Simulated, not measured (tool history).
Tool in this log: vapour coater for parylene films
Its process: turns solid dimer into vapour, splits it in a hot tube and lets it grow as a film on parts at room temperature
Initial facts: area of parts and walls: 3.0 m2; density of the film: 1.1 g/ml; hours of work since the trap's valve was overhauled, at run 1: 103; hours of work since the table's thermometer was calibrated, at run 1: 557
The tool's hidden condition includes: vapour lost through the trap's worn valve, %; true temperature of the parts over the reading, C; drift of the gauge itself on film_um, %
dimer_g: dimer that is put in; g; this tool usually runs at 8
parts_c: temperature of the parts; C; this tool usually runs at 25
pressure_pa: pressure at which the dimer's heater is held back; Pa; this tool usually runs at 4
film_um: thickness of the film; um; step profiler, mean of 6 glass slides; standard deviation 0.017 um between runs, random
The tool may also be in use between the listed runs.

run   hour  dimer_g  parts_c  pressure_pa  hours of work since the trap's valve was overhauled  hours of work since the table's thermometer was calibrated  film_um
  1      0        8       25            4                                                  103                                                         557     1.16
  2   16.6        8       25            4                                                  116                                                         570     1.22
  3   34.9        8       25            4                                                  132                                                         586     1.17
  4   46.5       11       25            4                                                  141                                                         595     1.61
  5   65.7       11       25            4                                                  157                                                         611     1.64
  6   85.5        8       22            4                                                  174                                                         628     1.34
  7   99.2        8       25            4                                                  185                                                         639     1.19
  8  113.4        8       25         10.4                                                  197                                                         651     0.91
  9  129.3        8       22         10.4                                                  210                                                         664     1.06
 10  145.9        8       25            4                                                  224                                                         678     1.17
 11  162.5        8       25            4                                                  238                                                         692     1.18
 12  171.3        8       25            4                                                  245                                                         699     1.17
 13  182.4        8       25            4                                                  254                                                         708      1.2
 14  198.1        8       22            4                                                  267                                                         721     1.31
 15  208.5        8       29            4                                                  276                                                         730        1
 16  217.4        4       32         2.63                                                  283                                                         738     0.51
 17  233.3        4       25         4.86                                                  297                                                         751     0.54
 18  251.8        3       37          3.7                                                  312                                                         766     0.29
 19  260.8        8       20         7.76                                                  320                                                         774     1.24
     281.2  -- trap's valve overhauled
 20  281.2        8       20         7.76                                                    0                                                         787     1.21
 21  290.7        5       18         6.29                                                    8                                                         795     0.89
 22  306.2       13       31        10.67                                                   21                                                         808     1.19
 23  325.7       13       31        10.67                                                   37                                                         824     1.18
 24  341.6       13       31        10.67                                                   50                                                         838     1.18
 25  354.1       13       31         2.34                                                   61                                                         848     1.71
 26  363.4       12       25         8.57                                                   68                                                         856     1.45

Forecast run 27:
 27  375.9        5       24         3.37                                                   79                                                         866        ?

{"run 27": {"film_um": 0.8}}
Were there no unlogged condition in the tool, this run, its random variation unchanged, would have produced film_um 0.8 um.
